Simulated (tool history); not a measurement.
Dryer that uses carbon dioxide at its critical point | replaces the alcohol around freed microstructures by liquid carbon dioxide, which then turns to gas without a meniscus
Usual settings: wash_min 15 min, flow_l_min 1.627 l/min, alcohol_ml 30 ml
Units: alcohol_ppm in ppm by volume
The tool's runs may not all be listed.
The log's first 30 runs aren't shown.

run,hour,wash_min,flow_l_min,alcohol_ml,alcohol_ppm
31,540.4,10,1.360,108,2181
32,552.0,10,1.360,108,2157
33,564.2,23,1.970,108,178
34,575.4,23,1.970,108,191
35,596.6,15,1.230,41,513
36,619.7,11,1.627,80,875
37,633.9,15,1.310,78,672
38,646.2,15,1.310,78,692
39,658.5,15,1.710,20,241
40,676.1,15,1.620,62,378
41,693.9,11,1.627,90,1008
42,710.0,23,1.627,30,214
43,725.7,12,1.627,25,388
44,750.6,12,1.627,25,406

5 ways to go on from here, each from the tool as it stands after run 44. What would each give?
# hour 760.4: purifier's bed changed
A,767.7,12,2.360,25,?
# hour 760.4: purifier's bed changed
B,767.7,12,1.627,35,?
# hour 760.4: purifier's bed changed
C,767.7,10,2.700,30,?
# hour 760.4: purifier's bed changed
D,767.7,12,1.120,34,?
# hour 760.4: purifier's bed changed
E,767.7,15,1.980,65,?

run,alcohol_ppm
A,41
B,242
C,52
D,733
E,64
Without the tool's hidden state the same runs would have given:
run,alcohol_ppm
A,24
B,154
C,28
D,538
E,30
